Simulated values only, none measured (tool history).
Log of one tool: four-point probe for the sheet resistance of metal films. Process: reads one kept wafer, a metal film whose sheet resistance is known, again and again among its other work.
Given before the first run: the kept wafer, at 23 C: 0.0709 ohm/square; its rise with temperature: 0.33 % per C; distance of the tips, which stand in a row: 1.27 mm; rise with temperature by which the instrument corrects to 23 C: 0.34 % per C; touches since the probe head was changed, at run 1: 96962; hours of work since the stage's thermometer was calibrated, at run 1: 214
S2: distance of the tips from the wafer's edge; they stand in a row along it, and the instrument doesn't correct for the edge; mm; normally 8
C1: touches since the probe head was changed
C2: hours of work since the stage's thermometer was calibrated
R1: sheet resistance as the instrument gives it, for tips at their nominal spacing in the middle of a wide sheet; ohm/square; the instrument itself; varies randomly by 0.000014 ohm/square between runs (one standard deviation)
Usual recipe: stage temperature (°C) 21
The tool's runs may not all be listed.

run 1 day=0 | stage_temperature_(°C)=21 S2=8 | C1=96962 C2=214 | R1=0.071698
run 2 day=0.833 | stage_temperature_(°C)=21 S2=10 | C1=97746 C2=225 | R1=0.07138
run 3 day=1.679 | stage_temperature_(°C)=21 S2=8 | C1=98539 C2=236 | R1=0.071721
run 4 day=2.479 | stage_temperature_(°C)=21 S2=8 | C1=99289 C2=246 | R1=0.071685
run 5 day=3.296 | stage_temperature_(°C)=29 S2=8 | C1=100058 C2=257 | R1=0.071605
run 6 day=3.867 | stage_temperature_(°C)=20 S2=8 | C1=100595 C2=265 | R1=0.071692
run 7 day=4.575 | stage_temperature_(°C)=20 S2=8 | C1=101259 C2=274 | R1=0.071686
run 8 day=5.254 | stage_temperature_(°C)=20 S2=8 | C1=101894 C2=283 | R1=0.071672
run 9 day=5.933 | stage_temperature_(°C)=21 S2=31 | C1=102533 C2=292 | R1=0.070755
run 10 day=6.688 | stage_temperature_(°C)=21 S2=31 | C1=103243 C2=302 | R1=0.070778
run 11 day=7.262 | stage_temperature_(°C)=21 S2=16 | C1=103781 C2=310 | R1=0.070968
run 12 day=7.929 | stage_temperature_(°C)=21 S2=16 | C1=104409 C2=319 | R1=0.070968
run 13 day=8.521 | stage_temperature_(°C)=21 S2=16 | C1=104964 C2=327 | R1=0.070967
run 14 day=9.067 | stage_temperature_(°C)=21 S2=16 | C1=105476 C2=334 | R1=0.070979
run 15 day=9.604 | stage_temperature_(°C)=21 S2=16 | C1=105980 C2=341 | R1=0.070948
run 16 day=10.375 | stage_temperature_(°C)=21 S2=8 | C1=106705 C2=351 | R1=0.071656
run 17 day=11.112 | stage_temperature_(°C)=21 S2=8 | C1=107398 C2=361 | R1=0.071631
run 18 day=11.75 | stage_temperature_(°C)=21 S2=8 | C1=107995 C2=370 | R1=0.071642
run 19 day=12.571 | stage_temperature_(°C)=21 S2=8 | C1=108767 C2=381 | R1=0.071647
-- day=12.667 stage's thermometer calibrated
run 20 day=13.442 | stage_temperature_(°C)=21 S2=59 | C1=109563 C2=10 | R1=0.070677
run 21 day=13.925 | stage_temperature_(°C)=34 S2=11 | C1=110017 C2=17 | R1=0.071082
-- day=14.542 stage's thermometer calibrated, once more
run 22 day=14.788 | stage_temperature_(°C)=33 S2=32 | C1=110808 C2=3 | R1=0.070663
-- day=15.171 new probe head fitted
run 23 day=15.483 | stage_temperature_(°C)=19 S2=35 | C1=293 C2=12 | R1=0.070982
run 24 day=16.225 | stage_temperature_(°C)=19 S2=35 | C1=990 C2=22 | R1=0.071003
run 25 day=16.871 | stage_temperature_(°C)=22 S2=8 | C1=1595 C2=30 | R1=0.071847
run 26 day=17.362 | stage_temperature_(°C)=25 S2=22 | C1=2057 C2=37 | R1=0.070995
run 27 day=17.75 | stage_temperature_(°C)=28 S2=22 | C1=2422 C2=42 | R1=0.071011
run 28 day=18.467 | stage_temperature_(°C)=34 S2=9 | C1=3092 C2=52 | R1=0.071572
run 29 day=18.979 | stage_temperature_(°C)=34 S2=9 | C1=3573 C2=58 | R1=0.07157
run 30 day=19.75 | stage_temperature_(°C)=34 S2=9 | C1=4297 C2=69 | R1=0.071528
run 31 day=20.242 | stage_temperature_(°C)=34 S2=9 | C1=4759 C2=75 | R1=0.07152
run 32 day=20.838 | stage_temperature_(°C)=22 S2=13 | C1=5320 C2=83 | R1=0.07126
run 33 day=21.696 | stage_temperature_(°C)=29 S2=20 | C1=6126 C2=95 | R1=0.070987
run 34 day=22.383 | stage_temperature_(°C)=29 S2=20 | C1=6772 C2=104 | R1=0.070976

Some steps in R1 between neighbouring runs. How much of each would the tool show without its hidden state too (settings, what came in, random variation), and how much is left for the hidden state, with any gauge scatter that isn't in both results?
Hidden conditions of the tool in this case: inner tips' distance over the nominal, %; tips' flats over new ones', %; wafer's true temperature over the reading, C; drift of the gauge itself on sheet_ohm, %.
Run 8 -> 9: stage temperature (°C) 20 -> 21, S2 8 -> 31. R1 -0.000917 ohm/square: hidden state +0, all else -0.000917.
Run 15 -> 16: S2 16 -> 8. R1 +0.000708 ohm/square: hidden state -0.000005, all else +0.000713.
Run 19 -> 20: S2 8 -> 59, stage's thermometer calibrated. R1 -0.00097 ohm/square: hidden state -0.000004, all else -0.000966.
Run 21 -> 22: stage temperature (°C) 34 -> 33, S2 11 -> 32, stage's thermometer calibrated, once more. R1 -0.000419 ohm/square: hidden state +0.000013, all else -0.000432.
Run 22 -> 23: stage temperature (°C) 33 -> 19, S2 32 -> 35, new probe head fitted. R1 +0.000319 ohm/square: hidden state +0.000216, all else +0.000103.
Run 25 -> 26: stage temperature (°C) 22 -> 25, S2 8 -> 22. R1 -0.000852 ohm/square: hidden state -0.000001, all else -0.000851.
